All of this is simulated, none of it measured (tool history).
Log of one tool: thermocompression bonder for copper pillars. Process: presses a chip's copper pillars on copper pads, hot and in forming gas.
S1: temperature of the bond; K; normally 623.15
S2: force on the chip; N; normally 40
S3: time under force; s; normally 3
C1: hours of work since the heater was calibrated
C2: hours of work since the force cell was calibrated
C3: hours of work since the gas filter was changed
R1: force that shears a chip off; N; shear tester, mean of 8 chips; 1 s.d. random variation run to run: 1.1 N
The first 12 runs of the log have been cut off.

run	day	S1	S2	S3	C1	C2	C3	R1
13	7.496	623.15	40	3	1363	834	231	88.4
14	8.125	623.15	40	3	1375	846	243	85.1
15	8.542	623.15	31	3	1383	854	251	67.7
16	9.142	623.15	42	3	1395	865	263	88.7
17	9.958	624.15	42	3	1410	881	278	88.6
18	10.683	630.15	42	5	1424	895	292	103.7
19	11.608	630.15	42	5	1442	912	310	104
# day 11.921: forming gas filter changed
20	12.029	633.15	31	6	1449	920	2	95
# day 12.267: heater calibrated with a thermocouple chip
21	12.904	633.15	31	6	12	935	17	98.6
22	13.408	636.15	31	6	22	945	27	102.4
23	14.296	646.15	32	2	39	962	44	78.4
24	15.142	612.15	32	2	55	978	60	62.7
25	15.962	612.15	32	2	70	993	75	60.9
26	16.396	598.15	38	5	79	1002	84	90.6
27	16.896	623.15	50	9	88	1011	93	135.5
28	17.858	623.15	50	9	106	1029	111	133.7
29	18.408	640.15	50	5	117	1040	122	128.3
30	19.092	623.15	39	8	130	1053	135	115.8
31	19.5	623.15	29	3	138	1061	143	66.3
32	19.925	623.15	33	3	146	1069	151	78.2

Consider 3 possible next runs. They are alternatives, not a sequence: every one starts from the tool as it was left by run 32. What does each give?
A	20.638	623.15	33	3	159	1082	164	?
B	20.638	631.15	34	3	159	1082	164	?
C	20.638	597.15	27	3	159	1082	164	?

run	R1
A	76
B	82.8
C	50.9
Had the tool no hidden state, the same runs would have come out as:
run	R1
A	83.2
B	90.5
C	56.3
